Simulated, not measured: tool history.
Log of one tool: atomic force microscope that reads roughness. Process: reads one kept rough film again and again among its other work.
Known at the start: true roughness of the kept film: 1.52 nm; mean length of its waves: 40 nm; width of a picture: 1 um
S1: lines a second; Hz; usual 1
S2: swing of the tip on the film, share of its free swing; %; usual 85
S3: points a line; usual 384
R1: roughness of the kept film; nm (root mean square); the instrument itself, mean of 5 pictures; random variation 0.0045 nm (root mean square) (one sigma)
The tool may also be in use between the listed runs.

run 1 hour=0 | S1=1 S2=85 S3=384 | R1=1.272
run 2 hour=9.5 | S1=1 S2=85 S3=384 | R1=1.276
run 3 hour=16.2 | S1=1 S2=85 S3=384 | R1=1.257
run 4 hour=21.6 | S1=1 S2=65 S3=384 | R1=1.37
run 5 hour=30.2 | S1=1 S2=65 S3=384 | R1=1.362
run 6 hour=38 | S1=1 S2=85 S3=384 | R1=1.264
run 7 hour=47.3 | S1=1 S2=85 S3=384 | R1=1.253
run 8 hour=59 | S1=1 S2=85 S3=384 | R1=1.255
run 9 hour=68.3 | S1=1 S2=85 S3=384 | R1=1.257
run 10 hour=79.6 | S1=1 S2=85 S3=393 | R1=1.263
run 11 hour=88.1 | S1=1 S2=85 S3=393 | R1=1.255
run 12 hour=94.2 | S1=1.38 S2=85 S3=384 | R1=1.2
run 13 hour=102.3 | S1=1.38 S2=85 S3=384 | R1=1.2
-- hour=110.7 new tip fitted
run 14 hour=110.7 | S1=3.97 S2=85 S3=410 | R1=1
run 15 hour=116.4 | S1=3.97 S2=85 S3=410 | R1=1
run 16 hour=128.2 | S1=0.59 S2=70 S3=968 | R1=1.441
run 17 hour=137.7 | S1=0.59 S2=70 S3=968 | R1=1.435
run 18 hour=147 | S1=0.59 S2=70 S3=968 | R1=1.436
run 19 hour=157.3 | S1=1.3 S2=56 S3=302 | R1=1.426
run 20 hour=168.7 | S1=1 S2=85 S3=476 | R1=1.312
run 21 hour=180.9 | S1=1 S2=85 S3=476 | R1=1.309
run 22 hour=191.7 | S1=1 S2=64 S3=396 | R1=1.413
run 23 hour=197.8 | S1=0.52 S2=85 S3=384 | R1=1.374
run 24 hour=208.9 | S1=2.45 S2=60 S3=384 | R1=1.352

Forecast each of these 3 alternatives for the next run:
run A hour=219.6 | S1=1.19 S2=70 S3=696 | R1=?
run B hour=219.6 | S1=0.91 S2=57 S3=384 | R1=?
run C hour=219.6 | S1=0.63 S2=59 S3=418 | R1=?

run=A R1=1.368
run=B R1=1.431
run=C R1=1.426
Without the tool's hidden state the same runs would have given:
run=A R1=1.392
run=B R1=1.457
run=C R1=1.452
